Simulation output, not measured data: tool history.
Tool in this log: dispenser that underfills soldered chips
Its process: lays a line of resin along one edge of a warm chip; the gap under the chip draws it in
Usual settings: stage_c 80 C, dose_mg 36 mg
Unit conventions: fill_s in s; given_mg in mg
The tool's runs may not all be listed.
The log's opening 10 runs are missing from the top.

run    day  stage_c  dose_mg  hours of work since the syringe was changed  hours of work since the valve was cleaned  hours of work since the stage was calibrated  fill_s  given_mg
 11  2.008       80     34.6                                            4                                         45                                           163   115.5     33.27
     2.121  -- new syringe of resin
 12  2.196       80     34.6                                            1                                         48                                           167    93.7     33.25
 13  2.325       86       36                                            4                                         50                                           169    81.9      34.6
     2.442  -- new syringe of resin
     2.508  -- dispensing valve cleaned and set on the balance
 14  2.592       70       36                                            2                                          1                                           173   164.1     36.01
       2.8  -- new syringe of resin
 15  2.821       70       36                                            0                                          5                                           176   144.9     35.93
 16  3.038       70       36                                            4                                          9                                           180   198.9     35.81
     3.117  -- new syringe of resin
 17  3.188       70       36                                            1                                         11                                           182   152.3      35.8
 18  3.375       70       36                                            5                                         15                                           186   207.5      35.7
     3.433  -- new syringe of resin
 19  3.575       94     37.3                                            2                                         18                                           189    50.7     36.75
     3.767  -- new syringe of resin
 20  3.775       86     32.3                                            0                                         21                                           192    61.7     31.59
 21  4.012       84       43                                            4                                         25                                           197    96.9      42.2
     4.096  -- new syringe of resin
 22  4.167       70     40.7                                            1                                         28                                           199   159.4      39.8
 23  4.342       83     42.6                                            4                                         31                                           202   101.6     41.58
     4.417  -- new syringe of resin
 24  4.608       83     42.6                                            3                                         35                                           207    92.9     41.51
     4.733  -- new syringe of resin
 25  4.846       91       36                                            2                                         39                                           210    54.4     35.02
     5.054  -- new syringe of resin
 26  5.104       91       36                                            1                                         44                                           215    51.7     34.73
 27   5.25       91       36                                            3                                         46                                           217    64.1     34.88
     5.371  -- new syringe of resin
 28  5.504       91       36                                            2                                         51                                           222      59     34.61
     5.667  -- dispensing valve cleaned and set on the balance
     5.729  -- new syringe of resin
 29  5.829       66     40.3                                            2                                          3                                           226   201.2     40.28
 30  5.971       66     32.2                                            4                                          5                                           229   253.3     31.84
      6.05  -- new syringe of resin
 31  6.225       75       31                                            3                                          9                                           233   140.5     30.67
     6.367  -- new syringe of resin
 32  6.392       75       31                                            0                                         12                                           236   112.9     30.58
 33  6.525       93     35.8                                            3                                         14                                           238    55.4     35.14
 34  6.642       93     35.8                                            5                                         16                                           240      65     35.19

3 options for the next run, each taken on its own from the tool as it stands now. Forecast them:
     6.688  -- new syringe of resin
  A  6.817       93     30.8                                            2                                         19                                           243       ?         ?
     6.688  -- new syringe of resin
  B  6.817       67     40.5                                            2                                         19                                           243       ?         ?
     6.688  -- new syringe of resin
  C  6.817       74     33.5                                            2                                         19                                           243       ?         ?

run  fill_s  given_mg
  A    52.4     30.22
  B   196.2     39.68
  C     136     32.79
Take away the tool's hidden state, keep each run's random variation, and the runs would have read:
run  fill_s  given_mg
  A    44.4     30.79
  B   167.6     40.44
  C   115.9     33.41
